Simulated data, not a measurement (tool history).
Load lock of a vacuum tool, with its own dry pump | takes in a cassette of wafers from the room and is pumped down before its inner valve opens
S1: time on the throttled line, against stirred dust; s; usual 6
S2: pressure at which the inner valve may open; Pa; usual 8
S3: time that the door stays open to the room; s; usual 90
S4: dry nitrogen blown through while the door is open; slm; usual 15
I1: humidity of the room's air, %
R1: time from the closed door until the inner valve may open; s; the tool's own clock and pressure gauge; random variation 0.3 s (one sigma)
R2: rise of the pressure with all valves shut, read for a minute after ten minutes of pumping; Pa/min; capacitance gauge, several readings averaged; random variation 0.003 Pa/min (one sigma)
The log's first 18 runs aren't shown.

run	day	S1	S2	S3	S4	I1	R1	R2
19	232.646	6	8	90	14	47	19.2	0.481
20	250.683	6	16	90	14	49.3	17.7	0.499
21	262.871	6	8	90	43	41.4	18.6	0.469
22	278.979	6	6	90	15	42.2	19.4	0.508
23	288.133	6	14	90	18	45.1	17.8	0.528
24	296.25	6	11	90	18	43.1	18.4	0.519
25	313.767	5	10	90	5	45.8	17.8	0.585
26	323.696	5	10	90	5	46.8	18.2	0.597
27	333.392	5	10	90	5	43.8	18.5	0.604
28	347.158	3	10	84	45	42.8	16.4	0.55
29	360.592	3	10	45	7	45.5	17	0.59
30	369.188	3	10	45	7	45.4	17.3	0.603
31	384.375	11	10	45	6	48.6	22.6	0.622
32	395.654	6	13	71	15	42.1	18.4	0.617
# day 412.646: door's seal changed, seat wiped
33	413.908	6	8	133	15	45	19.1	0.065
34	424.083	10	9	133	15	41.3	21.7	0.066
35	431.879	6	8	90	37	42.4	19.3	0.038
36	446.346	6	8	90	37	44.3	19.5	0.038
37	458.779	6	8	72	21	43.4	19.4	0.053

Forecast each of these 4 alternatives for the next run:
A	473.171	6	8	60	21	46.4	?	?
B	473.171	6	8	29	15	43.9	?	?
C	473.171	6	6	72	21	45.7	?	?
D	473.171	5	8	72	21	43.5	?	?

run	R1	R2
A	19.1	0.047
B	19.9	0.053
C	19.8	0.058
D	18.4	0.054
Without the tool's hidden state the same runs would have given:
run	R1	R2
A	17.3	0.031
B	18.1	0.038
C	17.9	0.042
D	16.6	0.038

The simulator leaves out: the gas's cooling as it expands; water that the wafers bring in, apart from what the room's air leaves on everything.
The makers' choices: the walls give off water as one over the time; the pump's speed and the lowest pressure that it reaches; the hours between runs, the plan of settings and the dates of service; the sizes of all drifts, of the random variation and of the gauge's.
